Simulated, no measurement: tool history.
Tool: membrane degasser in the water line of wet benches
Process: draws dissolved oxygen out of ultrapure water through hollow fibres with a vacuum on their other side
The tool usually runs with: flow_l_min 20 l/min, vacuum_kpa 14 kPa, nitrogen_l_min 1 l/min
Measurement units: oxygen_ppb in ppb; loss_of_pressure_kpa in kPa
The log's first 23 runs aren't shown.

Run 24, hour 3862.3: usual settings but flow_l_min 31 l/min, vacuum_kpa 26.7 kPa, nitrogen_l_min 1.17 l/min. Result: oxygen_ppb 1415.3 ppb, loss_of_pressure_kpa 90.41 kPa.
Run 25, hour 4054.9: usual settings but flow_l_min 18 l/min, vacuum_kpa 26.2 kPa, nitrogen_l_min 2.29 l/min. Result: oxygen_ppb 572.5 ppb, loss_of_pressure_kpa 52.17 kPa.
Run 26, hour 4254.4: usual settings but flow_l_min 13 l/min, vacuum_kpa 14.1 kPa, nitrogen_l_min 1.21 l/min. Result: oxygen_ppb 372.4 ppb, loss_of_pressure_kpa 37.67 kPa.
Run 27, hour 4486.5: usual settings but flow_l_min 14 l/min, vacuum_kpa 31.2 kPa, nitrogen_l_min 0.5 l/min. Result: oxygen_ppb 1532.4 ppb, loss_of_pressure_kpa 41.07 kPa.
Run 28, hour 4607: usual settings but flow_l_min 14 l/min, vacuum_kpa 31.2 kPa, nitrogen_l_min 0.5 l/min. Result: oxygen_ppb 1546.3 ppb, loss_of_pressure_kpa 40.81 kPa.
Run 29, hour 4808.5: usual settings but nitrogen_l_min 1.17 l/min. Result: oxygen_ppb 582.6 ppb, loss_of_pressure_kpa 58.45 kPa.
Run 30, hour 4976.6: usual settings but nitrogen_l_min 1.17 l/min. Result: oxygen_ppb 584 ppb, loss_of_pressure_kpa 58.84 kPa.
Run 31, hour 5137.2: usual settings but flow_l_min 16 l/min, vacuum_kpa 15.7 kPa, nitrogen_l_min 2.59 l/min. Result: oxygen_ppb 321.7 ppb, loss_of_pressure_kpa 46.86 kPa.
Run 32, hour 5256.4: usual settings but flow_l_min 13 l/min, vacuum_kpa 8.7 kPa, nitrogen_l_min 0.92 l/min. Result: oxygen_ppb 283.1 ppb, loss_of_pressure_kpa 38.22 kPa.
Run 33, hour 5470: usual settings but flow_l_min 13 l/min, vacuum_kpa 8.7 kPa, nitrogen_l_min 0.92 l/min. Result: oxygen_ppb 282.2 ppb, loss_of_pressure_kpa 38.34 kPa.

What if the next run were any one of these 3? Each begins from the tool's condition after run 33:
Run A, hour 5603.9: usual settings but flow_l_min 13 l/min, vacuum_kpa 14.3 kPa, nitrogen_l_min 1.69 l/min. Result: oxygen_ppb ?, loss_of_pressure_kpa ?.
Run B, hour 5603.9: usual settings but flow_l_min 14 l/min. Result: oxygen_ppb ?, loss_of_pressure_kpa ?.
Run C, hour 5603.9: usual settings but flow_l_min 18 l/min, vacuum_kpa 34.8 kPa. Result: oxygen_ppb ?, loss_of_pressure_kpa ?.

run  oxygen_ppb  loss_of_pressure_kpa
  A         307                 38.42
  B       458.4                 41.21
  C        1249                 52.76
The same runs, with their run-to-run variation unchanged, on a tool lacking any hidden condition would have given:
run  oxygen_ppb  loss_of_pressure_kpa
  A       265.7                 35.31
  B       411.6                 37.86
  C      1187.3                 48.45
